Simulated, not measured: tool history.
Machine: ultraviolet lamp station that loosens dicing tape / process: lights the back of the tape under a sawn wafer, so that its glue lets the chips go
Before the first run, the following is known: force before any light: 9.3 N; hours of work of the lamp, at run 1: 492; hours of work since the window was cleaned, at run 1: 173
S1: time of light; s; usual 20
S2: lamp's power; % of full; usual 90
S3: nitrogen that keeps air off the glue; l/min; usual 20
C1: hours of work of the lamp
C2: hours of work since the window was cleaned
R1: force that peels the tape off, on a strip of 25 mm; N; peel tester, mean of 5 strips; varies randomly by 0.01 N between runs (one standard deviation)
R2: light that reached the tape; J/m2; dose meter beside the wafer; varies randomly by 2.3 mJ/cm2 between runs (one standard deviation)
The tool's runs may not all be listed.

run   hour  S1  S2  S3   C1   C2     R1    R2
  1    0.0  20  90  20  492  173  0.602  2130
  2   24.6  13  90  20  507  189  1.434  1380
  3   38.0  25  90  20  516  197  0.378  2640
  4   52.0  20  90  20  525  206  0.585  2070
  5   75.9  20  90  20  541  222  0.601  2090
  6   93.1  20  90  20  552  233  0.642  2040
  7  115.3  20  90  11  566  247  0.997  2040
  8  133.7  20  90  11  578  259  1.046  2060
  9  159.6  20  90  11  595  276  1.013  2040
 10  185.2  20  90  20  611  292  0.643  2010
 11  199.8  20  90   8  621  302  1.360  2030
 12  226.1  20  90   8  638  319  1.341  2000
 13  237.7  11  90   8  645  326  3.025  1070
 14  261.3  11  63   8  660  341  4.240   780
 15  275.8  11  63   8  670  351  4.507   780
 16  287.8  11  63   8  678  359  4.225   740
 17  316.5  38  79   7  696  377  0.535  3290
 18  331.1  36  78  15  705  387  0.336  3040
 19  357.5  23  87   7  723  404  1.296  2190
 20  373.0  40  81  25  733  414  0.204  3520
     387.2  -- window cleaned of glue's vapour
 21  400.3  40  81  25  750    8  0.209  3690
 22  421.2  31  89  20  763   22  0.267  3070
 23  436.1  31  89  20  773   32  0.273  3080
 24  462.8  36  66  27  790   49  0.297  2670
 25  476.3  23  76  20  799   58  0.706  1910
 26  500.2  19  90  38  814   73  0.478  1870
 27  514.0  19  90  38  823   82  0.483  1860
 28  535.3  12  77  20  837   96  2.195  1030
 29  549.4  36  63   9  846  105  0.795  2470

Below are 4 alternative next runs, each starting from the tool's condition after run 29. Predict each:
  A  561.3  20  80  26  854  112   ?   ?
  B  561.3  36  63   9  854  112   ?   ?
  C  561.3  14  63  16  854  112   ?   ?
  D  561.3  10  63   9  854  112   ?   ?

run     R1    R2
  A  0.715  1710
  B  0.807  2500
  C  2.646   980
  D  4.578   700
With the hidden condition removed and each run's random variation left untouched, the same runs would have given:
run     R1    R2
  A  0.467  2080
  B  0.533  3030
  C  2.049  1190
  D  3.939   850
